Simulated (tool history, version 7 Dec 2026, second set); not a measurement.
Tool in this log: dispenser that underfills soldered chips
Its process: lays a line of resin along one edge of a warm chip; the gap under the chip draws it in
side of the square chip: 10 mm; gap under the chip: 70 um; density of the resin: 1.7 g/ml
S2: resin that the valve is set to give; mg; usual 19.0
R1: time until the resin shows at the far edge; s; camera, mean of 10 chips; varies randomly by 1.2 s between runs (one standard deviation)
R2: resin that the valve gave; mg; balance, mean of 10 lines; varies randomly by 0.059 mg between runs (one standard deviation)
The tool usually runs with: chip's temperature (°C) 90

run 1 hour=0.0 | chip's_temperature_(°C)=90 S2=19.0 | R1=183.1 R2=18.58
-- hour=2.7 new syringe of resin
run 2 hour=11.4 | chip's_temperature_(°C)=90 S2=19.0 | R1=196.3 R2=18.73
-- hour=12.8 new syringe of resin
run 3 hour=18.0 | chip's_temperature_(°C)=90 S2=19.0 | R1=163.0 R2=18.57
-- hour=23.0 new syringe of resin
run 4 hour=31.3 | chip's_temperature_(°C)=90 S2=19.0 | R1=196.1 R2=18.53
-- hour=33.5 new syringe of resin
run 5 hour=41.2 | chip's_temperature_(°C)=90 S2=19.0 | R1=189.9 R2=18.32
-- hour=43.7 new syringe of resin
run 6 hour=48.0 | chip's_temperature_(°C)=90 S2=19.3 | R1=159.1 R2=18.59
-- hour=53.9 new syringe of resin
run 7 hour=58.3 | chip's_temperature_(°C)=90 S2=21.3 | R1=160.1 R2=20.36
-- hour=64.7 new syringe of resin
run 8 hour=69.5 | chip's_temperature_(°C)=90 S2=19.0 | R1=163.9 R2=18.23
-- hour=74.9 new syringe of resin
run 9 hour=79.4 | chip's_temperature_(°C)=90 S2=19.0 | R1=159.1 R2=18.15
-- hour=85.5 new syringe of resin
run 10 hour=91.0 | chip's_temperature_(°C)=90 S2=16.7 | R1=175.0 R2=15.70
-- hour=95.4 new syringe of resin
run 11 hour=103.4 | chip's_temperature_(°C)=90 S2=19.0 | R1=195.2 R2=17.91
-- hour=105.5 new syringe of resin
run 12 hour=110.5 | chip's_temperature_(°C)=75 S2=19.0 | R1=300.6 R2=17.81
-- hour=115.8 new syringe of resin
run 13 hour=120.2 | chip's_temperature_(°C)=90 S2=19.0 | R1=161.5 R2=17.67
-- hour=126.3 new syringe of resin
run 14 hour=127.2 | chip's_temperature_(°C)=96 S2=19.0 | R1=107.5 R2=17.65
-- hour=129.4 dispensing valve cleaned and set on the balance
-- hour=137.5 new syringe of resin
run 15 hour=141.6 | chip's_temperature_(°C)=96 S2=19.0 | R1=127.8 R2=18.97
-- hour=148.3 new syringe of resin
run 16 hour=150.2 | chip's_temperature_(°C)=96 S2=19.0 | R1=110.8 R2=18.76
run 17 hour=156.9 | chip's_temperature_(°C)=90 S2=19.0 | R1=201.5 R2=18.79
-- hour=158.5 new syringe of resin
run 18 hour=166.7 | chip's_temperature_(°C)=90 S2=19.0 | R1=199.4 R2=18.68
-- hour=168.4 new syringe of resin
-- hour=178.2 new syringe of resin
run 19 hour=179.9 | chip's_temperature_(°C)=90 S2=19.2 | R1=139.8 R2=18.84
run 20 hour=186.7 | chip's_temperature_(°C)=84 S2=24.3 | R1=250.8 R2=23.69
-- hour=188.2 new syringe of resin
run 21 hour=194.3 | chip's_temperature_(°C)=78 S2=19.0 | R1=288.8 R2=18.66
-- hour=198.9 new syringe of resin
run 22 hour=200.6 | chip's_temperature_(°C)=78 S2=19.0 | R1=224.4 R2=18.48
-- hour=209.5 new syringe of resin
run 23 hour=210.5 | chip's_temperature_(°C)=97 S2=24.4 | R1=99.8 R2=23.58
run 24 hour=218.1 | chip's_temperature_(°C)=97 S2=20.1 | R1=151.3 R2=19.41
-- hour=220.0 new syringe of resin
-- hour=230.3 new syringe of resin
run 25 hour=232.4 | chip's_temperature_(°C)=97 S2=20.1 | R1=109.5 R2=19.30
-- hour=240.6 new syringe of resin
run 26 hour=243.4 | chip's_temperature_(°C)=79 S2=23.9 | R1=227.5 R2=22.85
-- hour=251.2 new syringe of resin
run 27 hour=257.3 | chip's_temperature_(°C)=96 S2=21.1 | R1=142.7 R2=20.13
-- hour=261.9 new syringe of resin
run 28 hour=270.4 | chip's_temperature_(°C)=96 S2=21.1 | R1=158.9 R2=19.87
-- hour=271.8 new syringe of resin
-- hour=281.9 new syringe of resin
run 29 hour=281.9 | chip's_temperature_(°C)=94 S2=17.6 | R1=114.2 R2=16.62
run 30 hour=291.1 | chip's_temperature_(°C)=80 S2=19.0 | R1=325.6 R2=17.90
-- hour=292.2 new syringe of resin
-- hour=302.4 new syringe of resin
run 31 hour=304.1 | chip's_temperature_(°C)=101 S2=20.4 | R1=94.8 R2=19.15
-- hour=312.7 new syringe of resin
run 32 hour=316.0 | chip's_temperature_(°C)=101 S2=20.4 | R1=102.6 R2=19.00
-- hour=319.2 dispensing valve cleaned and set on the balance
-- hour=324.4 new syringe of resin
run 33 hour=330.2 | chip's_temperature_(°C)=94 S2=21.2 | R1=153.3 R2=21.10
-- hour=334.6 new syringe of resin
run 34 hour=343.5 | chip's_temperature_(°C)=79 S2=18.5 | R1=331.4 R2=18.30

Here are 4 independent what-if runs from the current tool condition. What would each one return?
-- hour=345.1 new syringe of resin
run A hour=349.8 | chip's_temperature_(°C)=99 S2=16.6 | R1=? R2=?
-- hour=345.1 new syringe of resin
run B hour=349.8 | chip's_temperature_(°C)=100 S2=19.9 | R1=? R2=?
-- hour=345.1 new syringe of resin
run C hour=349.8 | chip's_temperature_(°C)=91 S2=18.5 | R1=? R2=?
-- hour=345.1 new syringe of resin
run D hour=349.8 | chip's_temperature_(°C)=92 S2=18.7 | R1=? R2=?

run=A R1=123.4 R2=16.45
run=B R1=114.7 R2=19.60
run=C R1=165.2 R2=18.35
run=D R1=157.1 R2=18.49
With no hidden state in the tool, these same runs would have given:
run=A R1=83.6 R2=16.61
run=B R1=77.9 R2=19.79
run=C R1=111.8 R2=18.53
run=D R1=106.2 R2=18.67

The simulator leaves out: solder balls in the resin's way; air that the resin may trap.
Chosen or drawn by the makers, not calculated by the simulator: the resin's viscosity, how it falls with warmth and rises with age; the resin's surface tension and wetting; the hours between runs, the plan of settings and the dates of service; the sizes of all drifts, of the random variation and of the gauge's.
